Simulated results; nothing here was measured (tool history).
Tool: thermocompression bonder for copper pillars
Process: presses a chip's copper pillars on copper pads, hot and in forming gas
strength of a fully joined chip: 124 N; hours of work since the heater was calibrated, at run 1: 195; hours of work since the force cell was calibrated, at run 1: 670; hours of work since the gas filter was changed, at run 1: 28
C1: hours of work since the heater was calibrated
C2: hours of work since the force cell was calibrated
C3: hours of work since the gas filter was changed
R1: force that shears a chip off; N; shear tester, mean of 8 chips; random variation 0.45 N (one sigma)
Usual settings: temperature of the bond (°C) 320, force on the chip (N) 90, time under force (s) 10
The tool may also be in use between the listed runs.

Run 1, hour 0.0: usual settings; C1 195; C2 670; C3 28. Result: R1 84.0 N.
Run 2, hour 8.3: usual settings but temperature of the bond (°C) 299; C1 198; C2 673; C3 31. Result: R1 68.2 N.
Run 3, hour 17.1: usual settings but temperature of the bond (°C) 299; C1 202; C2 677; C3 35. Result: R1 68.0 N.
Run 4, hour 27.2: usual settings; C1 206; C2 681; C3 39. Result: R1 83.5 N.
Run 5, hour 36.4: usual settings; C1 210; C2 685; C3 43. Result: R1 84.2 N.
Run 6, hour 44.4: usual settings but force on the chip (N) 82; C1 213; C2 688; C3 46. Result: R1 78.2 N.
Run 7, hour 56.8: usual settings but force on the chip (N) 120; C1 218; C2 694; C3 51. Result: R1 99.3 N.
Run 8, hour 63.2: usual settings; C1 221; C2 696; C3 54. Result: R1 84.0 N.
Run 9, hour 77.4: usual settings; C1 227; C2 702; C3 60. Result: R1 83.6 N.
Run 10, hour 85.3: usual settings; C1 230; C2 705; C3 63. Result: R1 83.6 N.
At hour 88.1: force cell calibrated.
Run 11, hour 101.1: usual settings; C1 236; C2 5; C3 69. Result: R1 82.7 N.
Run 12, hour 107.9: usual settings; C1 239; C2 8; C3 72. Result: R1 83.2 N.
Run 13, hour 115.3: usual settings but temperature of the bond (°C) 294; C1 242; C2 11; C3 75. Result: R1 63.1 N.
Run 14, hour 126.8: usual settings but temperature of the bond (°C) 297, force on the chip (N) 79, time under force (s) 20; C1 247; C2 16; C3 80. Result: R1 72.2 N.
Run 15, hour 134.6: usual settings but temperature of the bond (°C) 350, force on the chip (N) 123, time under force (s) 20; C1 250; C2 19; C3 83. Result: R1 118.2 N.
Run 16, hour 143.8: usual settings but temperature of the bond (°C) 310, force on the chip (N) 75, time under force (s) 20; C1 254; C2 23; C3 87. Result: R1 79.7 N.
Run 17, hour 152.6: usual settings but temperature of the bond (°C) 297, time under force (s) 6; C1 257; C2 27; C3 91. Result: R1 54.3 N.
Run 18, hour 159.9: usual settings but temperature of the bond (°C) 297, time under force (s) 6; C1 260; C2 30; C3 94. Result: R1 54.5 N.

Forecast run 19:
Run 19, hour 168.5: usual settings but temperature of the bond (°C) 297, force on the chip (N) 56, time under force (s) 6; C1 264; C2 33; C3 97. Result: R1 ?.

Run 19 gave R1 32.6 N.
Without the tool's hidden state the same run would have given R1 36.0 N.

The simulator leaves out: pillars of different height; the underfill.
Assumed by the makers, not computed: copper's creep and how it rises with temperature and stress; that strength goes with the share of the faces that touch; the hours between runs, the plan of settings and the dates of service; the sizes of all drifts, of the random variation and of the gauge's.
